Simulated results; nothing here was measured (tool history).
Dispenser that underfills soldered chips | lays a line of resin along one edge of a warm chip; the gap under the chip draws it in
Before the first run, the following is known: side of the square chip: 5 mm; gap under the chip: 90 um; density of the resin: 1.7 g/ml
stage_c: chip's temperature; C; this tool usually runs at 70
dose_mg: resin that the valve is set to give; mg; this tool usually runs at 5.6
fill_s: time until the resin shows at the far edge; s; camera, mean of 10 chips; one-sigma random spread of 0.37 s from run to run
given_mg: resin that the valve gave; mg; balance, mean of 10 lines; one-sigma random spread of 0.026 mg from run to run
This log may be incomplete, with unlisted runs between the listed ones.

run,hour,stage_c,dose_mg,fill_s,given_mg
1,0,70,5.6,27,5.14
2,4.6,70,5.6,30.8,5.14
# hour 6.3: new syringe of resin
3,8.5,70,5.6,24.4,5.12
4,12.5,70,5.6,26.6,5.07
5,19,70,5.6,30.6,5.1
# hour 21.7: new syringe of resin
6,25.1,70,5.19,24,4.73
# hour 26.6: dispensing valve cleaned and set on the balance
7,33.9,76,5.6,20.6,5.57
# hour 38.3: new syringe of resin
8,39.8,70,5.6,21.2,5.53
9,44.9,70,5.6,24,5.53
10,52.6,70,5.6,30.3,5.49
# hour 53.6: new syringe of resin
11,59.2,79,4.83,16.5,4.72
12,62.9,77,4.85,20.5,4.76
13,66.8,62,5.02,45.7,4.91
# hour 68.8: new syringe of resin
14,72.5,78,5.96,16,5.78
15,79.4,84,5.17,15.1,5.01
# hour 84.4: new syringe of resin
16,87.1,84,5.17,11.8,4.99

For some of the steps in fill_s from one run to the next: how much would appear even if the tool had no hidden state, given the settings, what came in and random variation, and how much remains for the hidden state plus any gauge scatter that the measured result and the result without hidden state don't share?
Hidden state at play: resin's viscosity, % of fresh resin's; dose that the valve gives, % of what is set; true chip temperature over the reading, C; drift of the gauge itself on fill_s, %; drift of the gauge itself on given_mg, %.
Run 13 -> 14: stage_c 62 -> 78, dose_mg 5.02 -> 5.96, new syringe of resin. fill_s -29.7 s: hidden state -11.6, all else -18.1.
